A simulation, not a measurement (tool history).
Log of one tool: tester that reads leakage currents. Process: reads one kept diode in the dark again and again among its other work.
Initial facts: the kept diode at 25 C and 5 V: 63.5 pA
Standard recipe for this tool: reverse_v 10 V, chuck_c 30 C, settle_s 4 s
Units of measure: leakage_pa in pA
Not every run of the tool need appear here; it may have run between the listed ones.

run	hour	reverse_v	chuck_c	settle_s	leakage_pa
1	0	10	30	4	136.34
2	194.9	11.1	30	4	143.76
3	291.6	11.1	30	4	144.71
4	408.9	11.1	30	4	144.85
# hour 575.6: chuck's temperature calibrated
5	578.3	10	30	6.54	156.45
6	788.2	10	30	6.54	155.84
7	941.7	5.2	30	6.54	106.38
8	1042.4	4.7	30	6.54	99.95
9	1248.5	4.7	30	6.54	100.02
10	1416.7	4.7	30	6.54	99.18
11	1522.8	4.7	30	6.54	98.75
12	1625.9	10	30	1.08	158.89
13	1821.3	10	30	1.08	158.57
# hour 1961.7: tester calibrated
14	1994.2	10	30	4	152.23
# hour 2030.8: probe card cleaned and baked
15	2161.6	10	30	4	132.25
16	2373.3	10	37	4	226.62
17	2540.8	10	30	4	131.9
18	2646.2	10	22	4	70.28
19	2847.2	1.8	30	4	50
20	3046.3	6.5	26	2.95	75.7
21	3152.8	6.5	26	2.95	75.45
22	3258.4	15.1	26	4.39	123.43
23	3458	10	41	4.57	297.81
24	3646.4	9.3	47	7.83	439.62
25	3862.2	2.6	30	1.66	60.85
26	3953.4	2.6	30	1.66	60.81
27	4102.1	1.7	41	1.66	108.5
# hour 4253.1: chuck's temperature calibrated
28	4308.4	10	39	4	292.14
29	4434.4	13.9	35	7.45	264.83
30	4570.4	13.9	35	7.45	262.83
31	4773.3	13.9	35	0.7	271.04
32	4897.6	13.9	35	0.7	269.46
33	5104.7	15	35	0.49	285.12
34	5270.5	15	35	1.11	277.59
35	5430.1	6.4	32	1.95	135.43
36	5555.4	6.4	32	1.95	135.04
37	5684.5	6.4	32	1.95	133.57
38	5844.6	1.8	48	0.81	202.26

Per-run results on a tool with no hidden state, each run keeping its own random variation:
Hidden state at play: stray current of the dirty probe card, pA a volt; current scale over the true one, %; true chuck temperature over the reading, C; drift of the gauge itself on leakage_pa, %.
run	leakage_pa
1	140.83
2	148.05
3	148.99
4	149.14
5	140.76
6	140.27
7	98.19
8	92.65
9	93.03
10	92.45
11	92.13
12	143.62
13	143.38
14	140.81
15	141
16	242.43
17	140.81
18	73.83
19	54.32
20	80.69
21	80.37
22	128.29
23	325.58
24	485.76
25	67.12
26	67.16
27	122.59
28	280.63
29	249.13
30	247.49
31	255.93
32	254.73
33	269.5
34	262.46
35	130
36	129.77
37	128.54
38	209.84
